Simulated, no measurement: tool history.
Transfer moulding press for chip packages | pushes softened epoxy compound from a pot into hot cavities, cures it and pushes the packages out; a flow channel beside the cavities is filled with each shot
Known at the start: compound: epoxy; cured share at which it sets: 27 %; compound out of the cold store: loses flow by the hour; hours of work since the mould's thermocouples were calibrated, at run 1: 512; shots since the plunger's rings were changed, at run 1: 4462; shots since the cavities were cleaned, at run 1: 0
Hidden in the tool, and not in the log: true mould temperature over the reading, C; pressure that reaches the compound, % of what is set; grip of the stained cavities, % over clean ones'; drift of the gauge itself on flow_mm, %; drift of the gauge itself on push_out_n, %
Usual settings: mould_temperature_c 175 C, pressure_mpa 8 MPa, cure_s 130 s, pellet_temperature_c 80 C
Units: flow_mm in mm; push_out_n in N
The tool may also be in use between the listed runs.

run     day  mould_temperature_c  pressure_mpa  cure_s  pellet_temperature_c  hours of work since the mould's thermocouples were calibrated  shots since the plunger's rings were changed  shots since the cavities were cleaned  incoming compound's hours out of the cold store  flow_mm  push_out_n
  1       0                  175             8     130                    80                                                            512                                          4462                                      0                                              9.3      750         239
  2     0.8                  175             8     130                    80                                                            524                                          4628                                    166                                             43.1      687         249
  3   1.671                  175          7.58     130                    80                                                            537                                          4808                                    346                                             15.1      725         259
      1.975  -- plunger's sealing rings changed
  4   2.525                  175             8     158                    80                                                            548                                           114                                    501                                               25      724         220
      2.683  -- cavities cleaned with cleaning compound and waxed
  5   3.546                  175             8     158                    80                                                            562                                           312                                    178                                             34.4      698         225
  6   4.046                  175             8     158                    80                                                            570                                           416                                    282                                             17.9      735         210
  7   5.008                  175             8     130                    80                                                            584                                           615                                    481                                             41.5      687         254
      5.288  -- cavities cleaned with cleaning compound and waxed
  8   6.021                  175             8     130                    80                                                            598                                           812                                    152                                             38.1      690         259
  9   6.717                  170             8     130                    80                                                            608                                           956                                    296                                             12.7      784         374
 10   7.296                  175          8.29     130                    80                                                            617                                          1076                                    416                                             45.3      699         248
      7.833  -- cavities cleaned with cleaning compound and waxed
 11   8.062                  175          8.29     130                    80                                                            627                                          1222                                     48                                             11.5      764         248
 12   8.596                  175          8.29     130                    80                                                            635                                          1332                                    158                                             30.4      727         252
 13   9.621                  175             8     122                    80                                                            650                                          1544                                    370                                             38.1      695         262
     10.429  -- cavities cleaned with cleaning compound and waxed
 14   10.75                  175             8     130                    80                                                            666                                          1765                                     66                                             23.5      708         248
 15  11.283                  168             8     130                    78                                                            674                                          1876                                    177                                             22.9      767         421
 16  12.346                  172          6.14     119                    84                                                            689                                          2096                                    397                                             38.9      616         361
     13.033  -- cavities cleaned with cleaning compound and waxed
 17  13.396                  171          8.86     149                    83                                                            704                                          2300                                     75                                             29.3      766         247
 18  13.996                  174             8     166                    89                                                            713                                          2424                                    199                                              8.5      770         212
 19  14.592                  174          9.41     138                    77                                                            722                                          2547                                    322                                             19.8      804         252
 20  15.108                  174          9.41     138                    77                                                            729                                          2655                                    430                                             37.7      764         254
     15.596  -- cavities cleaned with cleaning compound and waxed
 21  16.212                  179          8.22     115                    89                                                            745                                          2870                                    127                                             22.1      720         242
 22  17.075                  179          8.22     115                    89                                                            757                                          3049                                    306                                               34      688         240
 23  17.758                  179          8.22     115                    89                                                            767                                          3190                                    447                                              9.9      739         239
     18.162  -- cavities cleaned with cleaning compound and waxed
 24  18.704                  182          7.48     142                    80                                                            780                                          3374                                    113                                             44.8      640         214
 25  19.154                  175          7.32     126                    85                                                            787                                          3466                                    205                                             38.7      677         245
 26  19.692                  175          6.22     130                    80                                                            795                                          3578                                    317                                             44.1      615         251
 27  20.512                  175          6.22     130                    80                                                            807                                          3748                                    487                                             43.1      601         264
     20.754  -- cavities cleaned with cleaning compound and waxed
 28  21.446                  175          8.32     118                    80                                                            820                                          3927                                    142                                             43.9      702         271

Forecast each of these 4 alternatives for the next run:
  A  21.888                  175          8.25     131                    87                                                            827                                          4020                                    235                                             41.6        ?           ?
  B  21.888                  168          6.04     118                    70                                                            827                                          4020                                    235                                             11.6        ?           ?
  C  21.888                  167             8     151                    80                                                            827                                          4020                                    235                                              9.4        ?           ?
  D  21.888                  175          6.38     130                    89                                                            827                                          4020                                    235                                             44.7        ?           ?

run  flow_mm  push_out_n
  A      704         232
  B      681         540
  C      803         354
  D      600         241
Without the tool's hidden state the same runs would have given:
run  flow_mm  push_out_n
  A      706         229
  B      682         535
  C      805         350
  D      601         238
